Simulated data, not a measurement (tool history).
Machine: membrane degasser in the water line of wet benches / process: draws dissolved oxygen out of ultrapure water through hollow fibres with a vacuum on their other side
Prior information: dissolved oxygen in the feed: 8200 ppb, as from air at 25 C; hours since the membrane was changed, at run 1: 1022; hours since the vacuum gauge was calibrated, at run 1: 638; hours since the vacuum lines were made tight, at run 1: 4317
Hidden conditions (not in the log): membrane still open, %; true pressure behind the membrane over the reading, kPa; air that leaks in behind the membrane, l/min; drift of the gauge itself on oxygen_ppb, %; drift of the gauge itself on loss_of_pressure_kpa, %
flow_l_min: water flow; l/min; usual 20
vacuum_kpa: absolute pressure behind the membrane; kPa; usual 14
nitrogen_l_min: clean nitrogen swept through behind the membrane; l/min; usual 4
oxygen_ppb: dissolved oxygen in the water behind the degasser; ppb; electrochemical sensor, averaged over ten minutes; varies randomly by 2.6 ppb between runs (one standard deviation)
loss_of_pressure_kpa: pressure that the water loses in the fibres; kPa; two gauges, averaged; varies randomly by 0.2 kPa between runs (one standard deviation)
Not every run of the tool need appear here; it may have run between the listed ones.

run    hour  flow_l_min  vacuum_kpa  nitrogen_l_min  hours since the membrane was changed  hours since the vacuum gauge was calibrated  hours since the vacuum lines were made tight  oxygen_ppb  loss_of_pressure_kpa
  1       0          20          14               4                                  1022                                          638                                          4317         267                 47.02
  2    81.3          20          14               4                                  1104                                          720                                          4399       265.9                  47.3
  3   239.7          20          14               4                                  1262                                          878                                          4557       267.8                 47.62
  4   426.9          20          14               4                                  1449                                         1065                                          4744       269.4                 47.56
  5   568.3          20          14               4                                  1591                                         1207                                          4886       273.2                 47.76
  6   688.1          20          14               4                                  1710                                         1326                                          5005       272.9                 47.37
  7     795          20          14               4                                  1817                                         1433                                          5112       274.9                 47.84
        835  -- seals of the vacuum lines changed
  8     989          20          14               4                                  2009                                         1625                                           154       268.2                 47.71
     1005.7  -- vacuum gauge calibrated
  9    1133          12          14               4                                  2153                                          127                                           298       113.3                  28.7
 10  1238.5          20          14               4                                  2258                                          233                                           403       274.9                 47.86
 11  1331.2          20          14               4                                  2351                                          325                                           496       273.1                  48.1
 12  1482.7          20          14               4                                  2503                                          477                                           647       279.8                 48.05
 13  1573.1          20          14               4                                  2593                                          567                                           738       274.1                 48.12
 14  1729.1          20          14               4                                  2749                                          723                                           894       276.3                 48.32
     1852.9  -- vacuum gauge calibrated, once more
 15  1917.7          20          14               4                                  2937                                           65                                          1082       281.3                 48.67
 16  2104.9          20          14               4                                  3124                                          252                                          1269       278.3                 48.51
 17  2269.7          17        12.1            3.98                                  3289                                          417                                          1434       193.9                 41.38
 18    2392          31        26.8               4                                  3411                                          539                                          1556       776.2                 75.29
 19  2563.9          24         8.6            7.56                                  3583                                          711                                          1728       282.5                 58.59
 20    2752          24        12.6            9.44                                  3771                                          899                                          1916       301.4                 58.71
 21    2904          13        12.6             6.8                                  3923                                         1051                                          2068        94.3                 31.81
 22  3046.9          24        26.6               4                                  4066                                         1194                                          2211       557.3                 58.92
 23  3222.9          25        26.6            2.65                                  4242                                         1370                                          2387       740.4                  61.5
 24  3331.4          14        17.8            1.71                                  4351                                         1478                                          2495       346.9                 34.24
 25  3443.5          26        21.6               4                                  4463                                         1591                                          2607       556.2                 64.12
 26  3611.5          26        24.6           11.18                                  4631                                         1759                                          2775       412.4                 64.47
 27  3765.6          26        24.6           11.18                                  4785                                         1913                                          2930       415.9                 64.62
 28  3939.2          31        21.6            3.63                                  4959                                         2086                                          3103       771.6                 77.42

Predict each of these 4 candidate next runs independently; none follows another, all start after run 28:
  A  4131.5          19        12.9            7.44                                  5151                                         2279                                          3296           ?                     ?
  B  4131.5          31        20.8            2.89                                  5151                                         2279                                          3296           ?                     ?
  C  4131.5          31        13.4             4.1                                  5151                                         2279                                          3296           ?                     ?
  D  4131.5          19        11.6           11.67                                  5151                                         2279                                          3296           ?                     ?

run  oxygen_ppb  loss_of_pressure_kpa
  A       209.9                 48.08
  B       807.7                 77.19
  C       595.3                 77.23
  D       184.3                  47.4
Without the tool's unlogged condition, the same runs would have read:
run  oxygen_ppb  loss_of_pressure_kpa
  A         170                 44.78
  B       725.7                 71.86
  C       510.9                 71.89
  D       144.8                 44.12
